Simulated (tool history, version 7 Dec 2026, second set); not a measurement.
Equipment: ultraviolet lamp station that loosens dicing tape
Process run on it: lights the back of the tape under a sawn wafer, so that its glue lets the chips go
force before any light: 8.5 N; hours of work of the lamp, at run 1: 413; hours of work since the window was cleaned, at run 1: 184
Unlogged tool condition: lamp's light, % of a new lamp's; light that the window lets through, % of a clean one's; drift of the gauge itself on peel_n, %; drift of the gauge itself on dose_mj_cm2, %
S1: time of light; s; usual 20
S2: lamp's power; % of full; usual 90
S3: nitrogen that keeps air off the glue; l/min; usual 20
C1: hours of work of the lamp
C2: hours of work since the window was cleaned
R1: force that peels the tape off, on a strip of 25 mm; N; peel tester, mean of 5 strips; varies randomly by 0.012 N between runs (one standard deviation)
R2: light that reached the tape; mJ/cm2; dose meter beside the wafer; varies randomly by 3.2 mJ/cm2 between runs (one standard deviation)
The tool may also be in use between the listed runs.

| run | hour | S1 | S2 | S3 | C1 | C2 | R1 | R2 |
|---|---|---|---|---|---|---|---|---|
| 1 | 0 | 20 | 90 | 20 | 413 | 184 | 0.755 | 418 |
| 2 | 11 | 20 | 90 | 20 | 421 | 193 | 0.784 | 418 |
| 3 | 21.7 | 20 | 90 | 23 | 429 | 200 | 0.708 | 419 |
| 4 | 33.3 | 20 | 90 | 23 | 438 | 209 | 0.688 | 413 |
| 5 | 43.7 | 20 | 90 | 23 | 445 | 217 | 0.692 | 416 |
| 6 | 63.6 | 20 | 90 | 23 | 460 | 231 | 0.705 | 410 |
|  | 70.7 | window cleaned of glue's vapour |
| 7 | 76.1 | 20 | 90 | 23 | 469 | 4 | 0.614 | 436 |
| 8 | 90 | 35 | 77 | 8 | 479 | 14 | 0.721 | 651 |
| 9 | 107.7 | 35 | 62 | 19 | 492 | 27 | 0.494 | 517 |
| 10 | 116.6 | 35 | 62 | 19 | 499 | 34 | 0.517 | 523 |
| 11 | 135.9 | 35 | 62 | 19 | 513 | 48 | 0.52 | 521 |
| 12 | 148.3 | 35 | 62 | 19 | 522 | 57 | 0.538 | 514 |
| 13 | 161.2 | 15 | 84 | 19 | 531 | 66 | 1.518 | 302 |

4 options for the next run, each taken on its own from the tool as it stands now. Forecast them:
| A | 174 | 15 | 87 | 10 | 541 | 76 | ? | ? |
| B | 174 | 20 | 79 | 18 | 541 | 76 | ? | ? |
| C | 174 | 25 | 75 | 9 | 541 | 76 | ? | ? |
| D | 174 | 18 | 84 | 19 | 541 | 76 | ? | ? |

| run | R1 | R2 |
|---|---|---|
| A | 2.156 | 303 |
| B | 1.05 | 369 |
| C | 1.334 | 438 |
| D | 1.147 | 358 |
Without the tool's hidden state the same runs would have given:
| run | R1 | R2 |
|---|---|---|
| A | 1.7 | 359 |
| B | 0.758 | 437 |
| C | 0.987 | 519 |
| D | 0.833 | 423 |
